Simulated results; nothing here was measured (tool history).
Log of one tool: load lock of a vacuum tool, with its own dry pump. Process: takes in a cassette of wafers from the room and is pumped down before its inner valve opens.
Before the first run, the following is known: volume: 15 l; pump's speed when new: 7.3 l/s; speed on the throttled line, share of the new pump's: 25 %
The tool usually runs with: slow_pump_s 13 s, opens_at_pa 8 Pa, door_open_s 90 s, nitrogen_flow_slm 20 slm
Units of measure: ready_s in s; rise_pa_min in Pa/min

| run | hour | slow_pump_s | opens_at_pa | door_open_s | nitrogen_flow_slm | incoming humidity of the room's air, % | ready_s | rise_pa_min |
|---|---|---|---|---|---|---|---|---|
| 1 | 0.0 | 13 | 8 | 90 | 20 | 46.7 | 30.9 | 0.086 |
| 2 | 86.0 | 13 | 8 | 90 | 20 | 45.3 | 30.6 | 0.087 |
| 3 | 147.2 | 13 | 8 | 90 | 20 | 46.3 | 30.9 | 0.090 |
| 4 | 243.4 | 13 | 8 | 90 | 20 | 44.2 | 31.4 | 0.090 |
| 5 | 287.1 | 13 | 13 | 90 | 20 | 47.0 | 29.9 | 0.090 |
| 6 | 361.2 | 13 | 13 | 90 | 20 | 44.9 | 30.3 | 0.086 |
| 7 | 430.3 | 13 | 13 | 90 | 20 | 45.2 | 30.4 | 0.096 |
| 8 | 481.0 | 20 | 13 | 90 | 20 | 44.5 | 34.5 | 0.088 |
| 9 | 567.4 | 20 | 13 | 90 | 20 | 45.6 | 35.3 | 0.095 |
| 10 | 649.6 | 20 | 13 | 90 | 20 | 46.3 | 35.1 | 0.095 |
| 11 | 723.4 | 20 | 13 | 65 | 20 | 46.1 | 34.9 | 0.083 |
| 12 | 808.8 | 20 | 13 | 65 | 20 | 40.8 | 35.0 | 0.079 |
| 13 | 872.7 | 13 | 15 | 89 | 17 | 45.2 | 29.6 | 0.103 |
| 14 | 914.7 | 8 | 13 | 199 | 12 | 48.6 | 26.2 | 0.167 |
| 15 | 988.8 | 13 | 8 | 90 | 12 | 44.1 | 31.8 | 0.111 |
| 16 | 1033.4 | 26 | 8 | 112 | 20 | 48.3 | 40.8 | 0.107 |
| 17 | 1131.8 | 19 | 10 | 45 | 11 | 46.9 | 34.6 | 0.092 |
| 18 | 1199.9 | 19 | 10 | 45 | 11 | 45.5 | 35.9 | 0.086 |
| 19 | 1253.1 | 13 | 8 | 74 | 38 | 48.0 | 30.5 | 0.088 |
| 20 | 1321.1 | 13 | 8 | 74 | 38 | 45.7 | 31.2 | 0.084 |
| 21 | 1379.1 | 22 | 8 | 74 | 38 | 48.6 | 38.2 | 0.084 |

Results per run with the tool's hidden condition removed, run-to-run variation unchanged:
Unlogged tool condition in this case: pump's speed, % of a new pump's; leak at the door's seal, Pa l/s; drift of the gauge itself on ready_s, %; drift of the gauge itself on rise_pa_min, %.
| run | ready_s | rise_pa_min |
|---|---|---|
| 1 | 29.2 | 0.062 |
| 2 | 28.9 | 0.062 |
| 3 | 29.1 | 0.064 |
| 4 | 29.6 | 0.063 |
| 5 | 28.2 | 0.061 |
| 6 | 28.6 | 0.057 |
| 7 | 28.7 | 0.066 |
| 8 | 33.0 | 0.057 |
| 9 | 33.8 | 0.063 |
| 10 | 33.5 | 0.062 |
| 11 | 33.3 | 0.049 |
| 12 | 33.4 | 0.044 |
| 13 | 27.8 | 0.066 |
| 14 | 24.1 | 0.129 |
| 15 | 29.8 | 0.072 |
| 16 | 39.1 | 0.068 |
| 17 | 32.8 | 0.050 |
| 18 | 34.1 | 0.044 |
| 19 | 28.5 | 0.045 |
| 20 | 29.1 | 0.039 |
| 21 | 36.4 | 0.037 |

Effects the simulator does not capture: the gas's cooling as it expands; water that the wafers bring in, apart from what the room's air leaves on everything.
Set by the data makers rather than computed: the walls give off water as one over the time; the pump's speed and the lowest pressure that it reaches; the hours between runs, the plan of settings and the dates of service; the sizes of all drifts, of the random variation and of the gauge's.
